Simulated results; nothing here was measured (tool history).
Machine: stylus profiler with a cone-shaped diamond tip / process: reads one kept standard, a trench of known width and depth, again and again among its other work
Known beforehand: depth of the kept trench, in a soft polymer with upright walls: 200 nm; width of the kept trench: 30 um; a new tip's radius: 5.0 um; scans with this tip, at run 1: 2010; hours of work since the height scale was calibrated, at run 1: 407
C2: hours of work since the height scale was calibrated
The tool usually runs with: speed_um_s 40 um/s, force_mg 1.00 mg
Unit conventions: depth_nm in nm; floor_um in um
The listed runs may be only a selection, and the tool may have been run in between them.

{"run": 1, "hour": 0.0, "speed_um_s": 40, "force_mg": 1.0, "scans with this tip": 2010, "C2": 407, "depth_nm": 202.07, "floor_um": 26.78}
{"run": 2, "hour": 13.0, "speed_um_s": 40, "force_mg": 1.0, "scans with this tip": 2043, "C2": 414, "depth_nm": 202.03, "floor_um": 26.75}
{"run": 3, "hour": 29.0, "speed_um_s": 40, "force_mg": 1.0, "scans with this tip": 2083, "C2": 422, "depth_nm": 202.18, "floor_um": 26.71}
{"run": 4, "hour": 41.1, "speed_um_s": 40, "force_mg": 1.0, "scans with this tip": 2114, "C2": 428, "depth_nm": 202.03, "floor_um": 26.72}
{"run": 5, "hour": 65.3, "speed_um_s": 40, "force_mg": 1.0, "scans with this tip": 2175, "C2": 441, "depth_nm": 202.05, "floor_um": 26.7}
{"run": 6, "hour": 81.9, "speed_um_s": 40, "force_mg": 1.0, "scans with this tip": 2217, "C2": 449, "depth_nm": 202.19, "floor_um": 26.7}
{"run": 7, "hour": 96.4, "speed_um_s": 20, "force_mg": 1.0, "scans with this tip": 2253, "C2": 457, "depth_nm": 202.05, "floor_um": 26.98}
{"run": 8, "hour": 111.7, "speed_um_s": 20, "force_mg": 1.0, "scans with this tip": 2292, "C2": 465, "depth_nm": 201.93, "floor_um": 26.88}
{"run": 9, "hour": 131.7, "speed_um_s": 20, "force_mg": 1.0, "scans with this tip": 2342, "C2": 475, "depth_nm": 202.12, "floor_um": 26.9}
{"run": 10, "hour": 150.9, "speed_um_s": 20, "force_mg": 1.0, "scans with this tip": 2391, "C2": 485, "depth_nm": 202.09, "floor_um": 26.92}
{"run": 11, "hour": 160.8, "speed_um_s": 157, "force_mg": 1.0, "scans with this tip": 2416, "C2": 490, "depth_nm": 202.14, "floor_um": 25.62}
{"run": 12, "hour": 180.9, "speed_um_s": 157, "force_mg": 1.0, "scans with this tip": 2466, "C2": 500, "depth_nm": 201.96, "floor_um": 25.68}
{"run": 13, "hour": 190.6, "speed_um_s": 40, "force_mg": 1.0, "scans with this tip": 2491, "C2": 505, "depth_nm": 202.12, "floor_um": 26.72}
{"run": 14, "hour": 210.3, "speed_um_s": 40, "force_mg": 0.55, "scans with this tip": 2541, "C2": 515, "depth_nm": 201.56, "floor_um": 26.6}
{"run": 15, "hour": 221.5, "speed_um_s": 40, "force_mg": 0.55, "scans with this tip": 2569, "C2": 521, "depth_nm": 201.47, "floor_um": 26.57}
{"run": 16, "hour": 240.2, "speed_um_s": 40, "force_mg": 0.55, "scans with this tip": 2616, "C2": 530, "depth_nm": 201.6, "floor_um": 26.57}
{"run": 17, "hour": 259.7, "speed_um_s": 40, "force_mg": 0.55, "scans with this tip": 2665, "C2": 540, "depth_nm": 201.51, "floor_um": 26.58}
{"run": 18, "hour": 269.8, "speed_um_s": 40, "force_mg": 1.0, "scans with this tip": 2691, "C2": 545, "depth_nm": 202.07, "floor_um": 26.71}
{"run": 19, "hour": 293.0, "speed_um_s": 24, "force_mg": 1.0, "scans with this tip": 2749, "C2": 557, "depth_nm": 202.02, "floor_um": 26.91}
{"run": 20, "hour": 316.5, "speed_um_s": 24, "force_mg": 1.0, "scans with this tip": 2809, "C2": 569, "depth_nm": 202.13, "floor_um": 26.9}
{"run": 21, "hour": 329.9, "speed_um_s": 24, "force_mg": 1.0, "scans with this tip": 2842, "C2": 576, "depth_nm": 202.11, "floor_um": 26.81}
{"run": 22, "hour": 349.6, "speed_um_s": 103, "force_mg": 1.0, "scans with this tip": 2892, "C2": 586, "depth_nm": 202.0, "floor_um": 26.13}
{"run": 23, "hour": 370.5, "speed_um_s": 57, "force_mg": 0.77, "scans with this tip": 2945, "C2": 597, "depth_nm": 201.91, "floor_um": 26.52}
{"run": 24, "hour": 392.8, "speed_um_s": 11, "force_mg": 0.42, "scans with this tip": 3001, "C2": 608, "depth_nm": 201.41, "floor_um": 26.94}
{"run": 25, "hour": 403.7, "speed_um_s": 11, "force_mg": 0.42, "scans with this tip": 3029, "C2": 614, "depth_nm": 201.51, "floor_um": 26.89}
{"run": 26, "hour": 414.8, "speed_um_s": 21, "force_mg": 0.42, "scans with this tip": 3057, "C2": 620, "depth_nm": 201.41, "floor_um": 26.78}
{"run": 27, "hour": 438.9, "speed_um_s": 76, "force_mg": 1.56, "scans with this tip": 3118, "C2": 632, "depth_nm": 202.76, "floor_um": 26.5}
{"run": 28, "hour": 458.1, "speed_um_s": 119, "force_mg": 0.34, "scans with this tip": 3166, "C2": 642, "depth_nm": 201.32, "floor_um": 25.19}
{"run": 29, "hour": 481.7, "speed_um_s": 119, "force_mg": 0.34, "scans with this tip": 3225, "C2": 654, "depth_nm": 201.22, "floor_um": 25.2}
{"run": 30, "hour": 498.2, "speed_um_s": 119, "force_mg": 0.34, "scans with this tip": 3267, "C2": 662, "depth_nm": 201.31, "floor_um": 25.18}
{"run": 31, "hour": 514.7, "speed_um_s": 43, "force_mg": 0.33, "scans with this tip": 3309, "C2": 671, "depth_nm": 201.14, "floor_um": 26.33}
{"run": 32, "hour": 532.7, "speed_um_s": 43, "force_mg": 0.33, "scans with this tip": 3354, "C2": 680, "depth_nm": 201.35, "floor_um": 26.35}
{"run": 33, "hour": 546.3, "speed_um_s": 43, "force_mg": 0.33, "scans with this tip": 3388, "C2": 687, "depth_nm": 201.27, "floor_um": 26.4}
{"run": 34, "hour": 565.0, "speed_um_s": 26, "force_mg": 0.44, "scans with this tip": 3436, "C2": 696, "depth_nm": 201.59, "floor_um": 26.61}
{"run": 35, "hour": 577.4, "speed_um_s": 26, "force_mg": 0.44, "scans with this tip": 3467, "C2": 703, "depth_nm": 201.44, "floor_um": 26.69}
{"run": 36, "hour": 587.9, "speed_um_s": 118, "force_mg": 2.33, "scans with this tip": 3494, "C2": 708, "depth_nm": 203.61, "floor_um": 26.34}
{"run": 37, "hour": 602.4, "speed_um_s": 70, "force_mg": 0.52, "scans with this tip": 3530, "C2": 716, "depth_nm": 201.64, "floor_um": 26.16}
{"run": 38, "hour": 613.4, "speed_um_s": 95, "force_mg": 1.92, "scans with this tip": 3558, "C2": 721, "depth_nm": 203.35, "floor_um": 26.38}
{"run": 39, "hour": 630.1, "speed_um_s": 95, "force_mg": 1.92, "scans with this tip": 3600, "C2": 730, "depth_nm": 203.28, "floor_um": 26.43}
{"run": 40, "hour": 643.4, "speed_um_s": 40, "force_mg": 0.85, "scans with this tip": 3634, "C2": 737, "depth_nm": 202.13, "floor_um": 26.67}

Predict the results of run 41:
{"run": 41, "hour": 656.7, "speed_um_s": 40, "force_mg": 0.85, "scans with this tip": 3667, "C2": 743, "depth_nm": "?", "floor_um": "?"}

Run 41 measured depth_nm 202.14 nm, floor_um 26.62 um.
Were there no unlogged condition in the tool, this run, its random variation unchanged, would have produced depth_nm 201.60 nm, floor_um 26.78 um.
